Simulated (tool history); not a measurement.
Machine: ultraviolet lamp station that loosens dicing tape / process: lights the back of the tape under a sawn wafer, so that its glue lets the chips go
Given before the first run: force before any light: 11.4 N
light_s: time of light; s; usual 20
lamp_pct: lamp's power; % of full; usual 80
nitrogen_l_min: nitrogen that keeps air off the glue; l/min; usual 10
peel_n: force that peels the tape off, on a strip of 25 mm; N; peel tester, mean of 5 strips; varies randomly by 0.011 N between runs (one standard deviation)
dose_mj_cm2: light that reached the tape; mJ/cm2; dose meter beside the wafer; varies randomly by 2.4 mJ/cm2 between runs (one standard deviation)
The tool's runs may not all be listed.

run,hour,light_s,lamp_pct,nitrogen_l_min,peel_n,dose_mj_cm2
1,0.0,20,80,10,0.480,266
2,32.1,20,80,9,0.501,265
3,61.7,20,80,9,0.498,264
4,82.6,20,80,5,0.879,262
5,100.8,20,80,5,0.910,264
6,126.8,20,80,5,0.915,259
7,143.2,20,72,5,1.127,237
# hour 161.0: window cleaned of glue's vapour
8,175.7,11,72,5,3.072,128
9,195.4,11,72,5,3.111,132
10,217.4,20,80,10,0.475,265
11,239.7,20,80,10,0.466,260
12,270.7,20,80,10,0.471,263
13,289.0,20,80,10,0.474,259
14,311.0,31,80,10,0.221,404
15,331.8,31,80,10,0.218,405
# hour 340.2: lamp changed
16,354.6,31,80,10,0.221,404
17,386.4,31,80,10,0.222,406
18,409.2,15,80,10,0.901,195
19,441.8,15,80,10,0.925,197
20,476.0,20,94,10,0.333,310
21,495.0,20,80,15,0.341,263
22,515.7,20,80,15,0.352,258
23,549.6,23,68,10,0.484,254
24,565.7,22,80,10,0.372,288
25,599.0,15,68,4,2.367,168
26,617.2,15,81,14,0.687,201
27,641.6,16,62,4,2.536,160
28,660.5,16,62,4,2.579,164
29,687.6,11,72,4,3.437,132
30,716.6,25,95,5,0.367,385
31,733.1,20,80,10,0.458,262
32,754.5,20,80,10,0.480,264
33,769.4,20,80,9,0.509,264
34,789.8,20,80,9,0.510,265
35,819.9,20,80,9,0.506,260
36,839.5,20,80,9,0.516,265
# hour 849.8: window cleaned of glue's vapour
37,868.3,15,93,9,0.724,227
38,901.3,18,93,9,0.456,278
39,919.1,13,92,9,0.990,197
40,949.9,13,69,9,1.731,151
41,966.5,20,62,19,0.524,203
42,984.1,16,61,10,1.412,163
43,1001.9,16,61,10,1.407,160
44,1034.1,19,87,7,0.612,270

Below are 3 alternative next runs, each starting from the tool's condition after run 44. Predict each:
A,1068.4,27,87,7,?,?
B,1068.4,20,71,6,?,?
C,1068.4,34,67,7,?,?

run,peel_n,dose_mj_cm2
A,0.287,387
B,0.996,232
C,0.306,371
Without the tool's hidden state the same runs would have given:
run,peel_n,dose_mj_cm2
A,0.287,387
B,0.993,232
C,0.305,371
